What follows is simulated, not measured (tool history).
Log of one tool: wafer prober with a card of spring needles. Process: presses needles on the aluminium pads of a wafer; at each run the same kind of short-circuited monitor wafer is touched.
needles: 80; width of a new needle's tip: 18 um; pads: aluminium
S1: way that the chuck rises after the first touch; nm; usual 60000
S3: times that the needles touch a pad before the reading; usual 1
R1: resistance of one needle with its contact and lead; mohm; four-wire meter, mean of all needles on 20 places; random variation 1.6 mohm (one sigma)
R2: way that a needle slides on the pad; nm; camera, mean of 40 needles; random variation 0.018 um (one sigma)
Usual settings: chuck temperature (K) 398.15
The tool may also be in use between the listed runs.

{"run": 1, "hour": 0.0, "S1": 60000, "chuck temperature (K)": 398.15, "S3": 1, "R1": 154, "R2": 9530}
{"hour": 8.5, "done": "tips cleaned on abrasive film"}
{"hour": 8.8, "done": "height of the first contact set anew"}
{"hour": 17.3, "done": "tips cleaned on abrasive film"}
{"hour": 25.2, "done": "tips cleaned on abrasive film"}
{"run": 2, "hour": 26.3, "S1": 60000, "chuck temperature (K)": 398.15, "S3": 1, "R1": 166, "R2": 9630}
{"hour": 33.2, "done": "tips cleaned on abrasive film"}
{"hour": 40.7, "done": "tips cleaned on abrasive film"}
{"hour": 48.4, "done": "tips cleaned on abrasive film"}
{"run": 3, "hour": 54.6, "S1": 60000, "chuck temperature (K)": 398.15, "S3": 1, "R1": 192, "R2": 9630}
{"hour": 56.4, "done": "tips cleaned on abrasive film"}
{"hour": 64.6, "done": "tips cleaned on abrasive film"}
{"hour": 72.2, "done": "tips cleaned on abrasive film"}
{"run": 4, "hour": 72.3, "S1": 60000, "chuck temperature (K)": 398.15, "S3": 1, "R1": 156, "R2": 9600}
{"hour": 80.5, "done": "tips cleaned on abrasive film"}
{"hour": 88.4, "done": "tips cleaned on abrasive film"}
{"hour": 96.5, "done": "tips cleaned on abrasive film"}
{"run": 5, "hour": 96.5, "S1": 60000, "chuck temperature (K)": 398.15, "S3": 1, "R1": 158, "R2": 9560}
{"hour": 104.9, "done": "tips cleaned on abrasive film"}
{"hour": 113.0, "done": "tips cleaned on abrasive film"}
{"hour": 121.6, "done": "tips cleaned on abrasive film"}
{"run": 6, "hour": 127.4, "S1": 60000, "chuck temperature (K)": 398.15, "S3": 1, "R1": 190, "R2": 9530}
{"hour": 129.2, "done": "tips cleaned on abrasive film"}
{"hour": 137.5, "done": "tips cleaned on abrasive film"}
{"run": 7, "hour": 142.1, "S1": 60000, "chuck temperature (K)": 398.15, "S3": 1, "R1": 191, "R2": 9490}
{"hour": 145.6, "done": "tips cleaned on abrasive film"}
{"hour": 153.7, "done": "tips cleaned on abrasive film"}
{"hour": 161.6, "done": "tips cleaned on abrasive film"}
{"hour": 170.1, "done": "tips cleaned on abrasive film"}
{"run": 8, "hour": 170.9, "S1": 60000, "chuck temperature (K)": 398.15, "S3": 1, "R1": 166, "R2": 9500}
{"hour": 177.4, "done": "tips cleaned on abrasive film"}
{"hour": 181.1, "done": "height of the first contact set anew"}
{"hour": 185.7, "done": "tips cleaned on abrasive film"}
{"hour": 193.8, "done": "tips cleaned on abrasive film"}
{"run": 9, "hour": 196.2, "S1": 60000, "chuck temperature (K)": 398.15, "S3": 1, "R1": 174, "R2": 9640}
{"hour": 201.4, "done": "tips cleaned on abrasive film"}
{"hour": 209.9, "done": "tips cleaned on abrasive film"}
{"hour": 218.1, "done": "tips cleaned on abrasive film"}
{"run": 10, "hour": 221.9, "S1": 60000, "chuck temperature (K)": 398.15, "S3": 1, "R1": 180, "R2": 9610}
{"hour": 225.4, "done": "tips cleaned on abrasive film"}
{"hour": 233.7, "done": "tips cleaned on abrasive film"}
{"hour": 241.9, "done": "tips cleaned on abrasive film"}
{"run": 11, "hour": 246.1, "S1": 60000, "chuck temperature (K)": 398.15, "S3": 1, "R1": 182, "R2": 9590}
{"hour": 249.3, "done": "tips cleaned on abrasive film"}
{"hour": 257.7, "done": "tips cleaned on abrasive film"}
{"run": 12, "hour": 262.9, "S1": 60000, "chuck temperature (K)": 398.15, "S3": 1, "R1": 188, "R2": 9580}
{"hour": 264.7, "done": "tips cleaned on abrasive film"}
{"hour": 273.3, "done": "tips cleaned on abrasive film"}
{"run": 13, "hour": 275.7, "S1": 41000, "chuck temperature (K)": 398.15, "S3": 2, "R1": 191, "R2": 6530}
{"hour": 280.9, "done": "tips cleaned on abrasive film"}
{"hour": 289.2, "done": "tips cleaned on abrasive film"}
{"run": 14, "hour": 294.6, "S1": 50000, "chuck temperature (K)": 398.15, "S3": 1, "R1": 213, "R2": 7940}
{"hour": 296.4, "done": "tips cleaned on abrasive film"}
{"hour": 304.1, "done": "tips cleaned on abrasive film"}
{"hour": 312.2, "done": "tips cleaned on abrasive film"}
{"hour": 320.2, "done": "tips cleaned on abrasive film"}
{"run": 15, "hour": 321.5, "S1": 50000, "chuck temperature (K)": 398.15, "S3": 1, "R1": 180, "R2": 7920}
{"hour": 328.3, "done": "tips cleaned on abrasive film"}
{"hour": 335.2, "done": "tips cleaned on abrasive film"}
{"hour": 343.7, "done": "tips cleaned on abrasive film"}
{"run": 16, "hour": 344.1, "S1": 67000, "chuck temperature (K)": 398.15, "S3": 2, "R1": 158, "R2": 10620}

Forecast each of these 4 alternatives for the next run:
{"hour": 350.9, "done": "tips cleaned on abrasive film"}
{"hour": 352.9, "done": "height of the first contact set anew"}
{"hour": 359.6, "done": "tips cleaned on abrasive film"}
{"hour": 366.5, "done": "tips cleaned on abrasive film"}
{"hour": 374.6, "done": "tips cleaned on abrasive film"}
{"run": "A", "hour": 374.9, "S1": 60000, "chuck temperature (K)": 336.15, "S3": 1, "R1": "?", "R2": "?"}
{"hour": 350.9, "done": "tips cleaned on abrasive film"}
{"hour": 352.9, "done": "height of the first contact set anew"}
{"hour": 359.6, "done": "tips cleaned on abrasive film"}
{"hour": 366.5, "done": "tips cleaned on abrasive film"}
{"hour": 374.6, "done": "tips cleaned on abrasive film"}
{"run": "B", "hour": 374.9, "S1": 75000, "chuck temperature (K)": 393.15, "S3": 2, "R1": "?", "R2": "?"}
{"hour": 350.9, "done": "tips cleaned on abrasive film"}
{"hour": 352.9, "done": "height of the first contact set anew"}
{"hour": 359.6, "done": "tips cleaned on abrasive film"}
{"hour": 366.5, "done": "tips cleaned on abrasive film"}
{"hour": 374.6, "done": "tips cleaned on abrasive film"}
{"run": "C", "hour": 374.9, "S1": 51000, "chuck temperature (K)": 376.15, "S3": 2, "R1": "?", "R2": "?"}
{"hour": 350.9, "done": "tips cleaned on abrasive film"}
{"hour": 352.9, "done": "height of the first contact set anew"}
{"hour": 359.6, "done": "tips cleaned on abrasive film"}
{"hour": 366.5, "done": "tips cleaned on abrasive film"}
{"hour": 374.6, "done": "tips cleaned on abrasive film"}
{"run": "D", "hour": 374.9, "S1": 67000, "chuck temperature (K)": 323.15, "S3": 1, "R1": "?", "R2": "?"}

run=A R1=153 R2=9620
run=B R1=151 R2=12010
run=C R1=158 R2=8170
run=D R1=145 R2=10750
Without the tool's hidden state the same runs would have given:
run=A R1=146 R2=9650
run=B R1=148 R2=12040
run=C R1=152 R2=8200
run=D R1=139 R2=10780
